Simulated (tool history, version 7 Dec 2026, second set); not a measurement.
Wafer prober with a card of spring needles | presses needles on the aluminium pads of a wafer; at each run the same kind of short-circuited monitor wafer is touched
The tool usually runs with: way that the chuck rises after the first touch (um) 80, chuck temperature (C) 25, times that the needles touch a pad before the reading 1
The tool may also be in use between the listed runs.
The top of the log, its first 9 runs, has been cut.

run	hour	way that the chuck rises after the first touch (um)	chuck temperature (C)	times that the needles touch a pad before the reading	resistance of one needle with its contact and lead (mohm)	way that a needle slides on the pad (um)
10	82.4	80	25	1	263	13.433
# hour 83.4: tips cleaned on abrasive film
11	94.0	80	25	1	260	13.428
# hour 97.1: tips cleaned on abrasive film
12	106.0	80	25	1	263	13.416
# hour 110.6: tips cleaned on abrasive film
13	116.2	80	25	1	267	13.423
# hour 123.7: tips cleaned on abrasive film
14	123.7	80	25	1	261	13.433
15	132.5	97	25	1	262	16.275
# hour 136.6: tips cleaned on abrasive film
16	141.0	97	25	1	263	16.277
# hour 149.5: tips cleaned on abrasive film
17	154.2	85	25	1	256	14.263
# hour 162.7: tips cleaned on abrasive film
18	163.7	74	30	1	261	12.422
19	173.1	74	30	1	264	12.414
# hour 175.4: tips cleaned on abrasive film
20	184.8	80	55	1	276	13.426
# hour 188.6: tips cleaned on abrasive film
# hour 193.2: height of the first contact set anew
21	196.4	80	55	1	269	13.428
# hour 201.7: tips cleaned on abrasive film
22	207.8	80	55	1	272	13.424
# hour 214.7: tips cleaned on abrasive film
23	221.0	61	55	2	276	10.237
# hour 228.4: tips cleaned on abrasive film
24	232.9	89	42	2	271	14.933
# hour 241.3: tips cleaned on abrasive film
25	242.8	89	42	2	263	14.937
26	248.6	89	42	2	266	14.945
# hour 254.2: tips cleaned on abrasive film
27	261.0	93	81	3	277	15.606
# hour 267.8: tips cleaned on abrasive film
28	273.0	93	81	3	279	15.607
# hour 280.7: tips cleaned on abrasive film
29	280.9	80	25	2	263	13.421
30	293.0	62	81	2	276	10.415
# hour 294.0: tips cleaned on abrasive film
31	302.6	62	81	2	282	10.406
# hour 307.2: tips cleaned on abrasive film
32	311.1	62	81	2	279	10.405
# hour 320.4: tips cleaned on abrasive film
33	323.9	66	25	2	264	11.078
34	330.2	66	25	2	267	11.077

Consider 3 possible next runs. They are alternatives, not a sequence: every one starts from the tool as it was left by run 34. What does each give?
# hour 333.2: tips cleaned on abrasive film
A	337.4	77	26	2	?	?
# hour 333.2: tips cleaned on abrasive film
B	337.4	81	72	2	?	?
# hour 333.2: tips cleaned on abrasive film
C	337.4	61	89	2	?	?

run	resistance of one needle with its contact and lead (mohm)	way that a needle slides on the pad (um)
A	266	12.925
B	277	13.601
C	284	10.242
Stripped of hidden state, with their random variation kept, the same runs would have yielded:
run	resistance of one needle with its contact and lead (mohm)	way that a needle slides on the pad (um)
A	266	12.926
B	276	13.602
C	284	10.243

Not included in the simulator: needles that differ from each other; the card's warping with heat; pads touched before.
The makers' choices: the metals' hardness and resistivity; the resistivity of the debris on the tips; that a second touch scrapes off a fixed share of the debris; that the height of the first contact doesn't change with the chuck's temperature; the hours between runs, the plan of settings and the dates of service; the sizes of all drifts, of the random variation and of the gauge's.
